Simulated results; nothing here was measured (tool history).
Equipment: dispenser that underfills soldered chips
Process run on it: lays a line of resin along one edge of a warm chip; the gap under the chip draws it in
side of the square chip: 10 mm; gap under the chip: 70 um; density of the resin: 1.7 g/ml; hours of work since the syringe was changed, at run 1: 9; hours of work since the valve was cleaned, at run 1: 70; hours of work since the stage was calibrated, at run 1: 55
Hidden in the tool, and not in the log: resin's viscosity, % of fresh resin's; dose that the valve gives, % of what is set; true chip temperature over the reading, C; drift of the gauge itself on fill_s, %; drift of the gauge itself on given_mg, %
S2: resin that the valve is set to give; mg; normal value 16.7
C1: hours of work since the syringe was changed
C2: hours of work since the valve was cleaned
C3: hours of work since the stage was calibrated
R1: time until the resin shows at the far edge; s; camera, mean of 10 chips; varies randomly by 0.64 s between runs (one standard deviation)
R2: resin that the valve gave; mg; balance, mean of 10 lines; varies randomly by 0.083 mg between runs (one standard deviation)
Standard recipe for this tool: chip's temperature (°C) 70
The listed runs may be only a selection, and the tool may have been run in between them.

run 1 day=0 | chip's_temperature_(°C)=70 S2=16.7 | C1=9 C2=70 C3=55 | R1=103.6 R2=16.17
-- day=0.108 new syringe of resin
run 2 day=0.246 | chip's_temperature_(°C)=70 S2=16.7 | C1=2 C2=73 C3=58 | R1=65.4 R2=16.11
run 3 day=0.6 | chip's_temperature_(°C)=70 S2=16.7 | C1=8 C2=79 C3=64 | R1=93.7 R2=16.03
-- day=0.783 dispensing valve cleaned and set on the balance
-- day=0.854 new syringe of resin
run 4 day=0.938 | chip's_temperature_(°C)=70 S2=16.7 | C1=1 C2=2 C3=68 | R1=61.9 R2=16.77
run 5 day=1.188 | chip's_temperature_(°C)=73 S2=16.7 | C1=5 C2=6 C3=72 | R1=69.7 R2=16.72
run 6 day=1.379 | chip's_temperature_(°C)=70 S2=16.7 | C1=8 C2=9 C3=75 | R1=94.7 R2=16.42
-- day=1.558 new syringe of resin
run 7 day=1.662 | chip's_temperature_(°C)=80 S2=16.7 | C1=2 C2=13 C3=79 | R1=41.6 R2=16.62
run 8 day=2.008 | chip's_temperature_(°C)=70 S2=16.7 | C1=7 C2=18 C3=84 | R1=86.1 R2=16.62
run 9 day=2.171 | chip's_temperature_(°C)=70 S2=16.7 | C1=9 C2=21 C3=87 | R1=104.5 R2=16.69
-- day=2.25 new syringe of resin
run 10 day=2.392 | chip's_temperature_(°C)=70 S2=16.7 | C1=2 C2=24 C3=90 | R1=64.4 R2=16.58
run 11 day=2.667 | chip's_temperature_(°C)=70 S2=16.7 | C1=6 C2=28 C3=94 | R1=85.5 R2=16.58
-- day=2.942 new syringe of resin
run 12 day=3.033 | chip's_temperature_(°C)=77 S2=16.7 | C1=1 C2=33 C3=99 | R1=45.9 R2=16.33
run 13 day=3.321 | chip's_temperature_(°C)=69 S2=19.5 | C1=6 C2=38 C3=104 | R1=87.4 R2=19.19
run 14 day=3.562 | chip's_temperature_(°C)=69 S2=19.5 | C1=9 C2=41 C3=107 | R1=109.6 R2=19.35
-- day=3.646 new syringe of resin
run 15 day=3.921 | chip's_temperature_(°C)=84 S2=16.6 | C1=4 C2=47 C3=113 | R1=43.3 R2=16.16
run 16 day=4.262 | chip's_temperature_(°C)=76 S2=16.1 | C1=9 C2=52 C3=118 | R1=83.1 R2=15.82
-- day=4.346 new syringe of resin
run 17 day=4.612 | chip's_temperature_(°C)=80 S2=21.5 | C1=4 C2=57 C3=123 | R1=46.6 R2=20.95
run 18 day=4.875 | chip's_temperature_(°C)=63 S2=17.8 | C1=8 C2=61 C3=127 | R1=127.7 R2=17.41
-- day=5.046 new syringe of resin
run 19 day=5.121 | chip's_temperature_(°C)=60 S2=19.1 | C1=1 C2=65 C3=130 | R1=93.1 R2=18.61
run 20 day=5.408 | chip's_temperature_(°C)=60 S2=19.1 | C1=5 C2=69 C3=135 | R1=123.3 R2=18.46
run 21 day=5.617 | chip's_temperature_(°C)=62 S2=14.4 | C1=9 C2=72 C3=138 | R1=148.9 R2=13.8
-- day=5.746 new syringe of resin
run 22 day=5.883 | chip's_temperature_(°C)=62 S2=14.4 | C1=2 C2=76 C3=142 | R1=94.3 R2=13.89
run 23 day=6.038 | chip's_temperature_(°C)=59 S2=15.3 | C1=4 C2=78 C3=144 | R1=124.9 R2=14.89
-- day=6.267 dispensing valve cleaned and set on the balance
run 24 day=6.421 | chip's_temperature_(°C)=69 S2=16.5 | C1=10 C2=2 C3=149 | R1=112.7 R2=16.39

Each row is a separate what-if for the run after 24, all from the same tool condition, not one after another. Results?
-- day=6.475 new syringe of resin
run A day=6.717 | chip's_temperature_(°C)=60 S2=15.3 | C1=4 C2=7 C3=154 | R1=? R2=?
-- day=6.475 new syringe of resin
run B day=6.717 | chip's_temperature_(°C)=76 S2=20 | C1=4 C2=7 C3=154 | R1=? R2=?
-- day=6.475 new syringe of resin
run C day=6.717 | chip's_temperature_(°C)=69 S2=15.2 | C1=4 C2=7 C3=154 | R1=? R2=?
-- day=6.475 new syringe of resin
run D day=6.717 | chip's_temperature_(°C)=80 S2=14.9 | C1=4 C2=7 C3=154 | R1=? R2=?

run=A R1=113.7 R2=15.22
run=B R1=54.5 R2=19.8
run=C R1=76.2 R2=15.05
run=D R1=49.6 R2=14.9
Stripped of hidden state, with their random variation kept, the same runs would have yielded:
run=A R1=88.6 R2=15.3
run=B R1=42.6 R2=19.9
run=C R1=59.4 R2=15.13
run=D R1=38.9 R2=14.98
